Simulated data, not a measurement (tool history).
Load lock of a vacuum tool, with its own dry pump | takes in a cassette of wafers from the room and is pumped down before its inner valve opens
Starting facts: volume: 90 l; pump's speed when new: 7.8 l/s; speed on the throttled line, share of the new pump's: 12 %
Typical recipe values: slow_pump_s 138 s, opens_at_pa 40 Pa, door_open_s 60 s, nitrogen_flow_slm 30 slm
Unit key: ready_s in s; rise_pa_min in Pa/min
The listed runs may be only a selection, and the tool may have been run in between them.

run    hour  slow_pump_s  opens_at_pa  door_open_s  nitrogen_flow_slm  incoming humidity of the room's air, %  ready_s  rise_pa_min
  1     0.0          138           40           60                 30                                    44.8    222.0        0.133
  2   248.9          138           48           60                 30                                    42.3    220.0        0.132
  3   393.5          138           37           60                 30                                    44.5    223.0        0.143
  4   590.9          138           37           60                 30                                    45.0    223.7        0.142
  5   868.6          138           37           60                 30                                    44.1    223.7        0.144
  6  1133.6          138           37           60                 30                                    46.6    223.5        0.147
  7  1347.9          138           37           60                 30                                    42.9    224.7        0.152
  8  1602.5          138           40           60                 30                                    48.8    221.6        0.158
  9  1782.2          138           40           60                 30                                    44.0    223.3        0.159
 10  2003.1          138           40           31                 30                                    44.2    223.5        0.158
 11  2262.7          138           40           31                 30                                    47.8    223.2        0.163
 12  2549.7          138           40           31                 30                                    46.3    224.0        0.166
 13  2715.2          138           40           31                 30                                    46.6    224.8        0.169
 14  2955.0          138           40           60                 30                                    45.1    223.3        0.175
 15  3247.3          138           40           60                 30                                    44.7    224.7        0.185
     3410.1  -- dry pump taken out, an overhauled one fitted
 16  3590.2          138           40           60                 30                                    50.6    212.8        0.192
 17  3835.8          138           40           60                 30                                    44.2    213.8        0.192
 18  4082.8          138           40           60                 30                                    47.2    214.1        0.199
 19  4325.9          138           40           60                 30                                    47.5    214.1        0.196
 20  4653.6          138           66          127                 45                                    46.8    209.7        0.201
 21  4872.6           94           66           80                 45                                    40.9    170.2        0.210
 22  5121.3           94           66           80                 45                                    43.9    170.0        0.209
 23  5429.1           94           66           80                 34                                    42.4    169.8        0.210
 24  5635.2          138           40           60                  5                                    45.6    214.5        0.234
 25  5862.8           80           40          143                  5                                    44.4    164.6        0.247
 26  6036.7           80           40          143                  5                                    48.1    164.7        0.254
 27  6221.9          133           50           60                 30                                    44.8    208.7        0.225
 28  6525.7          133           50           62                 10                                    45.3    209.2        0.240
 29  6788.4          133           50           62                 10                                    44.3    210.3        0.246
 30  6995.8          261           70           62                 10                                    45.3    317.2        0.247

5 ways to go on from here, each from the tool as it stands after run 30. What would each give?
  A  7153.1          257           40          150                 30                                    42.8        ?            ?
  B  7153.1          138           54           50                  6                                    46.3        ?            ?
  C  7153.1           99           46           62                 10                                    46.5        ?            ?
  D  7153.1           94           35           60                 22                                    46.1        ?            ?
  E  7153.1          163           28           62                 12                                    48.5        ?            ?

run  ready_s  rise_pa_min
  A    319.9        0.245
  B    213.1        0.256
  C    180.2        0.254
  D    180.2        0.245
  E    244.1        0.256
With no hidden state in the tool, these same runs would have given:
run  ready_s  rise_pa_min
  A    316.9        0.023
  B    209.6        0.031
  C    176.3        0.031
  D    176.0        0.020
  E    240.3        0.030

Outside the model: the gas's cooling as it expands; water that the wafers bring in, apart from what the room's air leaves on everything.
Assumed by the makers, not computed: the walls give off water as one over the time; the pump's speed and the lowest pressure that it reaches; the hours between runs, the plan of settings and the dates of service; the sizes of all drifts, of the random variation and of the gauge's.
